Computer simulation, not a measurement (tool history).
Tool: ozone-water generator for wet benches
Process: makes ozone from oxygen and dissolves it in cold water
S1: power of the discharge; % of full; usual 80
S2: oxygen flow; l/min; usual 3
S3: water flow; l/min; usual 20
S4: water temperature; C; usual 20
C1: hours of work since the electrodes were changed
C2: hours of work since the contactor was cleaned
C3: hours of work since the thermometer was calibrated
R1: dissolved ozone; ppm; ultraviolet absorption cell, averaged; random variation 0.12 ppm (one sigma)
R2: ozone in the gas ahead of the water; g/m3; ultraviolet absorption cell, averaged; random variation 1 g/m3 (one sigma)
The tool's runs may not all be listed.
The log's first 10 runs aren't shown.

Run 11, day 28.792: usual settings but S3 15 l/min; C1 2659; C2 2554; C3 2471. Result: R1 13.3 ppm, R2 168.5 g/m3.
Run 12, day 32.204: usual settings but S3 15 l/min; C1 2719; C2 2614; C3 2531. Result: R1 13 ppm, R2 169.6 g/m3.
Run 13, day 34.654: usual settings but S3 15 l/min; C1 2762; C2 2657; C3 2574. Result: R1 13.2 ppm, R2 169.7 g/m3.
At day 34.929: water thermometer calibrated.
Run 14, day 37.208: usual settings but S3 15 l/min; C1 2806; C2 2701; C3 40. Result: R1 13.1 ppm, R2 170.9 g/m3.
Run 15, day 39.925: usual settings; C1 2854; C2 2749; C3 88. Result: R1 10.1 ppm, R2 168.8 g/m3.
Run 16, day 41.838: usual settings but S1 67 % of full; C1 2888; C2 2783; C3 121. Result: R1 9.2 ppm, R2 154.6 g/m3.
Run 17, day 44.6: usual settings but S1 67 % of full; C1 2936; C2 2831; C3 170. Result: R1 9.1 ppm, R2 153.6 g/m3.
Run 18, day 46.517: usual settings but S1 57 % of full, S2 2.35 l/min, S3 19 l/min, S4 22 C; C1 2970; C2 2865; C3 204. Result: R1 8.3 ppm, R2 159.7 g/m3.
Run 19, day 49.575: usual settings but S1 46 % of full, S2 2.89 l/min, S3 13 l/min, S4 24 C; C1 3024; C2 2919; C3 257. Result: R1 10.7 ppm, R2 131.3 g/m3.
At day 52.071: water thermometer calibrated, once more.
Run 20, day 52.979: usual settings but S1 46 % of full, S2 2.89 l/min, S3 22 l/min, S4 17 C; C1 3083; C2 2978; C3 16. Result: R1 7.1 ppm, R2 132.6 g/m3.
Run 21, day 54.667: usual settings but S1 46 % of full, S4 18 C; C1 3113; C2 3008; C3 46. Result: R1 7.8 ppm, R2 128.9 g/m3.
Run 22, day 57.229: usual settings but S1 46 % of full, S4 18 C; C1 3158; C2 3053; C3 91. Result: R1 7.8 ppm, R2 128 g/m3.
Run 23, day 60.021: usual settings but S1 85 % of full, S2 5.39 l/min, S4 16 C; C1 3207; C2 3102; C3 140. Result: R1 11.8 ppm, R2 129.2 g/m3.
Run 24, day 62.488: usual settings but S3 28 l/min, S4 18 C; C1 3250; C2 3145; C3 183. Result: R1 7.2 ppm, R2 167.3 g/m3.
Run 25, day 64.154: usual settings but S1 58 % of full, S2 1.59 l/min, S3 13 l/min, S4 17 C; C1 3280; C2 3175; C3 212. Result: R1 11.6 ppm, R2 192.4 g/m3.
Run 26, day 67.933: usual settings but S2 1.67 l/min, S3 18 l/min; C1 3346; C2 3241; C3 279. Result: R1 9.7 ppm, R2 222.7 g/m3.
Run 27, day 69.942: usual settings but S4 13 C; C1 3381; C2 3276; C3 314. Result: R1 10.4 ppm, R2 166.4 g/m3.
Run 28, day 73.842: usual settings but S4 13 C; C1 3450; C2 3345; C3 383. Result: R1 10.8 ppm, R2 165.7 g/m3.
Run 29, day 75.621: usual settings but S1 96 % of full, S4 16 C; C1 3481; C2 3376; C3 414. Result: R1 11.3 ppm, R2 181.5 g/m3.
Run 30, day 78.046: usual settings but S1 96 % of full, S4 16 C; C1 3524; C2 3419; C3 457. Result: R1 11.4 ppm, R2 182.3 g/m3.
Run 31, day 81.467: usual settings but S1 74 % of full, S2 5.24 l/min, S3 19 l/min, S4 17 C; C1 3584; C2 3479; C3 517. Result: R1 11.1 ppm, R2 122.8 g/m3.
Run 32, day 85.012: usual settings but S1 55 % of full, S2 5.24 l/min, S3 19 l/min, S4 19 C; C1 3646; C2 3541; C3 579. Result: R1 9.3 ppm, R2 107.2 g/m3.
Run 33, day 87.212: usual settings but S1 55 % of full, S2 5.24 l/min, S3 19 l/min, S4 19 C; C1 3685; C2 3580; C3 618. Result: R1 9.5 ppm, R2 106.7 g/m3.
Run 34, day 89.804: usual settings but S1 46 % of full, S2 2.49 l/min; C1 3730; C2 3625; C3 663. Result: R1 7.2 ppm, R2 139.7 g/m3.

3 ways to go on from here, each from the tool as it stands after run 34. What would each give?
Run A, day 93.667: usual settings but S1 72 % of full, S2 1.91 l/min, S3 16 l/min; C1 3798; C2 3693; C3 731. Result: R1 ?, R2 ?.
Run B, day 93.667: usual settings but S1 46 % of full, S2 2.49 l/min, S3 13 l/min, S4 21 C; C1 3798; C2 3693; C3 731. Result: R1 ?, R2 ?.
Run C, day 93.667: usual settings but S1 65 % of full, S2 2.75 l/min, S3 12 l/min; C1 3798; C2 3693; C3 731. Result: R1 ?, R2 ?.

run    R1     R2
  A  10.5  194.9
  B  10.9  138.8
  C    14  155.6
Without the tool's hidden state the same runs would have given:
run    R1     R2
  A  11.7  212.2
  B  11.8  148.3
  C  15.5  168.7
